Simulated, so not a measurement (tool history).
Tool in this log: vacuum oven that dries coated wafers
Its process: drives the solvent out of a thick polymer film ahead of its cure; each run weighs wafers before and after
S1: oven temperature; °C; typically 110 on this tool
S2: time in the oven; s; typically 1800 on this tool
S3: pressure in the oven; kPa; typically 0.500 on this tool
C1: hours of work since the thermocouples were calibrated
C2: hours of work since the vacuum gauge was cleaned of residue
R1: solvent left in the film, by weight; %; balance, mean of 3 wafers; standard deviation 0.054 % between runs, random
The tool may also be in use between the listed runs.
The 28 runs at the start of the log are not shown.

run	day	S1	S2	S3	C1	C2	R1
29	29.483	120	1320	1.036	1049	1155	1.66
30	30.317	120	1320	1.036	1061	1167	1.62
31	31.100	103	900	0.964	1072	1179	8.92
32	32.142	122	1500	1.028	1087	1194	0.93
33	33.554	124	1440	0.250	1108	1214	0.71
34	34.283	124	1440	0.250	1118	1225	0.64
35	35.092	124	1440	0.250	1130	1236	0.61
36	36.088	124	1440	0.250	1144	1251	0.60
37	37.058	124	1440	0.250	1158	1265	0.64
38	37.654	125	1440	0.674	1167	1273	0.62

5 ways to go on from here, each from the tool as it stands after run 38. What would each give?
A	38.829	97	1800	0.500	1184	1290	?
B	38.829	98	900	0.674	1184	1290	?
C	38.829	99	1440	0.428	1184	1290	?
D	38.829	125	1380	0.674	1184	1290	?
E	38.829	101	2580	1.817	1184	1290	?

run	R1
A	6.90
B	10.50
C	7.47
D	0.65
E	3.71
The same runs, with their run-to-run variation unchanged, on a tool lacking any hidden condition would have given:
run	R1
A	7.15
B	10.72
C	7.73
D	0.70
E	3.92

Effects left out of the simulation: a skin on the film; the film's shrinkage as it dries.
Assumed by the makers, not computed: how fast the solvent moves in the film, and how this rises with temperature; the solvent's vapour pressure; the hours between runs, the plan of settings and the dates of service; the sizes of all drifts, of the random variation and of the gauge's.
